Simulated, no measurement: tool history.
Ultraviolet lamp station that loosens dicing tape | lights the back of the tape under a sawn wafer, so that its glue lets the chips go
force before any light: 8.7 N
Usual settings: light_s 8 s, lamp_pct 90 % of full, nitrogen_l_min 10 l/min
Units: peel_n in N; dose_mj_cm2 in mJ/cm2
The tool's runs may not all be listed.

run	hour	light_s	lamp_pct	nitrogen_l_min	peel_n	dose_mj_cm2
1	0.0	8	90	10	0.730	521
2	6.1	8	90	10	0.745	523
3	16.5	8	90	10	0.737	520
4	24.7	8	90	10	0.749	514
# hour 25.8: window cleaned of glue's vapour
5	32.3	8	90	10	0.760	513
6	40.2	5	82	13	1.901	291
7	47.7	9	82	8	0.904	528
8	58.3	5	86	15	1.599	304
9	69.3	5	67	13	2.385	232
# hour 76.2: window cleaned of glue's vapour, once more
10	82.1	7	77	8	1.582	383

Measured less the same run without the tool's hidden state. The same run-to-run variation is in both; the gauge's scatter may not be:
The hidden state here: lamp's light, % of a new lamp's; light that the window lets through, % of a clean one's; drift of the gauge itself on peel_n, %; drift of the gauge itself on dose_mj_cm2, %.
run	peel_n	dose_mj_cm2
1	+0.126	-44
2	+0.133	-45
3	+0.134	-46
4	+0.144	-49
5	+0.152	-51
6	+0.275	-30
7	+0.182	-56
8	+0.266	-34
9	+0.319	-27
10	+0.241	-38
